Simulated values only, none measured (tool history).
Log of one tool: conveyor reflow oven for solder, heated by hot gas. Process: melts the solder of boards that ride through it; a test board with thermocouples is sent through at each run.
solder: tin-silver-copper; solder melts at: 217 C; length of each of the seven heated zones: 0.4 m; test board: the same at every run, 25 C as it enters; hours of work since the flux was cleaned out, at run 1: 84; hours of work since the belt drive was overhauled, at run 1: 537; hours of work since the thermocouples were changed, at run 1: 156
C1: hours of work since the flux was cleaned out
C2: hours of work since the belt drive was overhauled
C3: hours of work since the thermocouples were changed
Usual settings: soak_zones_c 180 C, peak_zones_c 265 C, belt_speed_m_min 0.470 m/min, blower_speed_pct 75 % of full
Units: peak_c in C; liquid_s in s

run 1 hour=0.0 | soak_zones_c=180 peak_zones_c=265 belt_speed_m_min=0.470 blower_speed_pct=75 | C1=84 C2=537 C3=156 | peak_c=250.4 liquid_s=79.0
run 2 hour=36.5 | soak_zones_c=180 peak_zones_c=265 belt_speed_m_min=0.470 blower_speed_pct=75 | C1=113 C2=565 C3=185 | peak_c=250.1 liquid_s=78.8
run 3 hour=70.0 | soak_zones_c=180 peak_zones_c=265 belt_speed_m_min=0.470 blower_speed_pct=75 | C1=139 C2=592 C3=211 | peak_c=250.1 liquid_s=78.0
run 4 hour=101.1 | soak_zones_c=180 peak_zones_c=265 belt_speed_m_min=0.470 blower_speed_pct=75 | C1=164 C2=616 C3=235 | peak_c=249.7 liquid_s=77.4
run 5 hour=169.3 | soak_zones_c=180 peak_zones_c=265 belt_speed_m_min=0.470 blower_speed_pct=75 | C1=217 C2=670 C3=289 | peak_c=249.3 liquid_s=76.8
run 6 hour=201.6 | soak_zones_c=180 peak_zones_c=265 belt_speed_m_min=0.470 blower_speed_pct=75 | C1=243 C2=695 C3=314 | peak_c=248.9 liquid_s=76.5
-- hour=274.6 flux residue cleaned out of gas plates and filters
run 7 hour=275.6 | soak_zones_c=180 peak_zones_c=265 belt_speed_m_min=0.470 blower_speed_pct=75 | C1=1 C2=749 C3=369 | peak_c=247.5 liquid_s=74.7
-- hour=307.2 belt drive overhauled, speed set with a stopwatch
run 8 hour=342.2 | soak_zones_c=180 peak_zones_c=254 belt_speed_m_min=0.470 blower_speed_pct=75 | C1=50 C2=27 C3=418 | peak_c=237.1 liquid_s=60.3
run 9 hour=395.4 | soak_zones_c=180 peak_zones_c=265 belt_speed_m_min=0.386 blower_speed_pct=75 | C1=92 C2=69 C3=460 | peak_c=251.7 liquid_s=96.5
run 10 hour=465.5 | soak_zones_c=195 peak_zones_c=265 belt_speed_m_min=0.386 blower_speed_pct=75 | C1=147 C2=124 C3=515 | peak_c=253.8 liquid_s=110.3
-- hour=490.6 thermocouples of zones 6 and 7 changed
run 11 hour=524.6 | soak_zones_c=195 peak_zones_c=265 belt_speed_m_min=0.386 blower_speed_pct=75 | C1=192 C2=169 C3=27 | peak_c=254.0 liquid_s=110.3
run 12 hour=594.5 | soak_zones_c=195 peak_zones_c=265 belt_speed_m_min=0.386 blower_speed_pct=75 | C1=247 C2=224 C3=82 | peak_c=253.5 liquid_s=110.2
-- hour=627.6 flux residue cleaned out of gas plates and filters, once more
run 13 hour=635.7 | soak_zones_c=190 peak_zones_c=265 belt_speed_m_min=0.386 blower_speed_pct=75 | C1=6 C2=253 C3=110 | peak_c=257.0 liquid_s=111.3
run 14 hour=666.3 | soak_zones_c=180 peak_zones_c=265 belt_speed_m_min=0.470 blower_speed_pct=80 | C1=30 C2=277 C3=134 | peak_c=252.3 liquid_s=80.7
run 15 hour=731.6 | soak_zones_c=180 peak_zones_c=265 belt_speed_m_min=0.470 blower_speed_pct=80 | C1=82 C2=328 C3=185 | peak_c=251.5 liquid_s=80.0
run 16 hour=800.6 | soak_zones_c=187 peak_zones_c=265 belt_speed_m_min=0.557 blower_speed_pct=80 | C1=136 C2=382 C3=240 | peak_c=248.0 liquid_s=65.9
run 17 hour=846.4 | soak_zones_c=177 peak_zones_c=265 belt_speed_m_min=0.557 blower_speed_pct=80 | C1=172 C2=418 C3=276 | peak_c=245.1 liquid_s=58.4
run 18 hour=910.1 | soak_zones_c=177 peak_zones_c=265 belt_speed_m_min=0.557 blower_speed_pct=80 | C1=222 C2=468 C3=326 | peak_c=244.5 liquid_s=57.3
run 19 hour=963.9 | soak_zones_c=177 peak_zones_c=255 belt_speed_m_min=0.557 blower_speed_pct=74 | C1=264 C2=511 C3=368 | peak_c=234.5 liquid_s=43.8
run 20 hour=998.6 | soak_zones_c=192 peak_zones_c=265 belt_speed_m_min=0.519 blower_speed_pct=75 | C1=292 C2=538 C3=395 | peak_c=247.8 liquid_s=73.8
-- hour=1009.6 flux residue cleaned out of gas plates and filters
run 21 hour=1041.8 | soak_zones_c=190 peak_zones_c=276 belt_speed_m_min=0.450 blower_speed_pct=57 | C1=25 C2=568 C3=425 | peak_c=257.9 liquid_s=93.7
run 22 hour=1102.6 | soak_zones_c=193 peak_zones_c=263 belt_speed_m_min=0.515 blower_speed_pct=73 | C1=73 C2=616 C3=473 | peak_c=248.3 liquid_s=75.6
run 23 hour=1159.9 | soak_zones_c=193 peak_zones_c=263 belt_speed_m_min=0.515 blower_speed_pct=73 | C1=118 C2=661 C3=518 | peak_c=247.5 liquid_s=75.7
-- hour=1180.6 thermocouples of zones 6 and 7 changed
run 24 hour=1220.6 | soak_zones_c=193 peak_zones_c=263 belt_speed_m_min=0.515 blower_speed_pct=73 | C1=164 C2=707 C3=31 | peak_c=248.4 liquid_s=75.9
run 25 hour=1277.5 | soak_zones_c=193 peak_zones_c=263 belt_speed_m_min=0.381 blower_speed_pct=73 | C1=209 C2=752 C3=76 | peak_c=255.2 liquid_s=113.8
-- hour=1304.3 belt drive overhauled, speed set with a stopwatch
run 26 hour=1324.0 | soak_zones_c=187 peak_zones_c=259 belt_speed_m_min=0.531 blower_speed_pct=52 | C1=242 C2=15 C3=110 | peak_c=234.2 liquid_s=46.7
run 27 hour=1382.1 | soak_zones_c=188 peak_zones_c=265 belt_speed_m_min=0.470 blower_speed_pct=75 | C1=288 C2=61 C3=155 | peak_c=250.7 liquid_s=81.3
-- hour=1395.5 flux residue cleaned out of gas plates and filters
run 28 hour=1445.7 | soak_zones_c=166 peak_zones_c=265 belt_speed_m_min=0.456 blower_speed_pct=75 | C1=39 C2=107 C3=201 | peak_c=249.7 liquid_s=73.2
run 29 hour=1481.7 | soak_zones_c=166 peak_zones_c=280 belt_speed_m_min=0.456 blower_speed_pct=53 | C1=68 C2=136 C3=230 | peak_c=253.3 liquid_s=73.8
run 30 hour=1513.7 | soak_zones_c=166 peak_zones_c=280 belt_speed_m_min=0.456 blower_speed_pct=53 | C1=93 C2=161 C3=255 | peak_c=252.8 liquid_s=73.6

Forecast each of these 3 alternatives for the next run:
run A hour=1566.9 | soak_zones_c=166 peak_zones_c=280 belt_speed_m_min=0.456 blower_speed_pct=64 | C1=135 C2=202 C3=297 | peak_c=? liquid_s=?
run B hour=1566.9 | soak_zones_c=180 peak_zones_c=274 belt_speed_m_min=0.419 blower_speed_pct=75 | C1=135 C2=202 C3=297 | peak_c=? liquid_s=?
run C hour=1566.9 | soak_zones_c=171 peak_zones_c=280 belt_speed_m_min=0.438 blower_speed_pct=53 | C1=135 C2=202 C3=297 | peak_c=? liquid_s=?

run=A peak_c=257.8 liquid_s=79.4
run=B peak_c=260.9 liquid_s=97.7
run=C peak_c=255.8 liquid_s=81.7
Without the tool's hidden state the same runs would have given:
run=A peak_c=259.5 liquid_s=80.9
run=B peak_c=262.2 liquid_s=98.6
run=C peak_c=257.2 liquid_s=83.1
